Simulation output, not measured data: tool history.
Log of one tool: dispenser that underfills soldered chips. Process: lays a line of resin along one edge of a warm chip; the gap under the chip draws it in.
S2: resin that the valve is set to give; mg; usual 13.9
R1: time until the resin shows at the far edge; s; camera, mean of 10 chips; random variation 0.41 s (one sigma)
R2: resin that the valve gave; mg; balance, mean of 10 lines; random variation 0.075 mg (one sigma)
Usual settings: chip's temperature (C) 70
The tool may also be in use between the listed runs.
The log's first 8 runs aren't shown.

-- day=4.554 new syringe of resin
run 9 day=4.808 | chip's_temperature_(C)=70 S2=13.4 | R1=37.3 R2=12.98
-- day=5.242 new syringe of resin
run 10 day=5.288 | chip's_temperature_(C)=78 S2=13.9 | R1=19.4 R2=13.42
run 11 day=5.633 | chip's_temperature_(C)=78 S2=12.2 | R1=32.6 R2=11.76
-- day=5.912 new syringe of resin
run 12 day=6.312 | chip's_temperature_(C)=78 S2=12.2 | R1=33.1 R2=11.67
-- day=6.592 new syringe of resin
run 13 day=7.008 | chip's_temperature_(C)=78 S2=12.2 | R1=33.1 R2=11.58
-- day=7.296 new syringe of resin
run 14 day=7.696 | chip's_temperature_(C)=70 S2=17.2 | R1=45.5 R2=16.23
-- day=7.967 new syringe of resin
run 15 day=8.075 | chip's_temperature_(C)=70 S2=17.6 | R1=30.0 R2=16.63
run 16 day=8.421 | chip's_temperature_(C)=70 S2=17.6 | R1=47.7 R2=16.49
-- day=8.600 dispensing valve cleaned and set on the balance
-- day=8.700 new syringe of resin
run 17 day=8.983 | chip's_temperature_(C)=70 S2=17.6 | R1=37.9 R2=17.66
-- day=9.396 new syringe of resin
run 18 day=9.442 | chip's_temperature_(C)=70 S2=17.6 | R1=27.6 R2=17.50
run 19 day=9.962 | chip's_temperature_(C)=78 S2=16.7 | R1=39.5 R2=16.68
-- day=10.075 new syringe of resin
run 20 day=10.333 | chip's_temperature_(C)=65 S2=12.5 | R1=46.2 R2=12.39
run 21 day=10.650 | chip's_temperature_(C)=65 S2=12.6 | R1=70.1 R2=12.51
-- day=10.788 new syringe of resin
run 22 day=11.296 | chip's_temperature_(C)=65 S2=12.6 | R1=63.3 R2=12.49
-- day=11.512 new syringe of resin
run 23 day=11.950 | chip's_temperature_(C)=82 S2=13.7 | R1=28.0 R2=13.48
-- day=12.217 new syringe of resin
run 24 day=12.338 | chip's_temperature_(C)=74 S2=15.7 | R1=24.6 R2=15.34
run 25 day=12.825 | chip's_temperature_(C)=84 S2=16.3 | R1=32.8 R2=16.03
-- day=12.879 new syringe of resin
run 26 day=13.279 | chip's_temperature_(C)=59 S2=14.3 | R1=72.0 R2=13.94
-- day=13.554 new syringe of resin
run 27 day=13.738 | chip's_temperature_(C)=65 S2=13.0 | R1=40.3 R2=12.70
-- day=14.229 new syringe of resin
run 28 day=14.412 | chip's_temperature_(C)=76 S2=15.5 | R1=25.2 R2=14.94
-- day=14.917 new syringe of resin
run 29 day=15.146 | chip's_temperature_(C)=59 S2=13.6 | R1=54.8 R2=12.99
-- day=15.596 new syringe of resin
run 30 day=15.596 | chip's_temperature_(C)=59 S2=13.6 | R1=41.5 R2=12.92
run 31 day=16.158 | chip's_temperature_(C)=59 S2=13.6 | R1=89.7 R2=13.05
-- day=16.288 new syringe of resin
run 32 day=16.725 | chip's_temperature_(C)=59 S2=13.6 | R1=73.9 R2=12.94

Forecast run 33:
-- day=16.962 new syringe of resin
-- day=17.188 dispensing valve cleaned and set on the balance
run 33 day=17.458 | chip's_temperature_(C)=59 S2=13.6 | R1=? R2=?

R1: 74.7 s
R2: 13.56 mg
Without the tool's hidden state the same run would have given R1 46.2 s, R2 13.56 mg.

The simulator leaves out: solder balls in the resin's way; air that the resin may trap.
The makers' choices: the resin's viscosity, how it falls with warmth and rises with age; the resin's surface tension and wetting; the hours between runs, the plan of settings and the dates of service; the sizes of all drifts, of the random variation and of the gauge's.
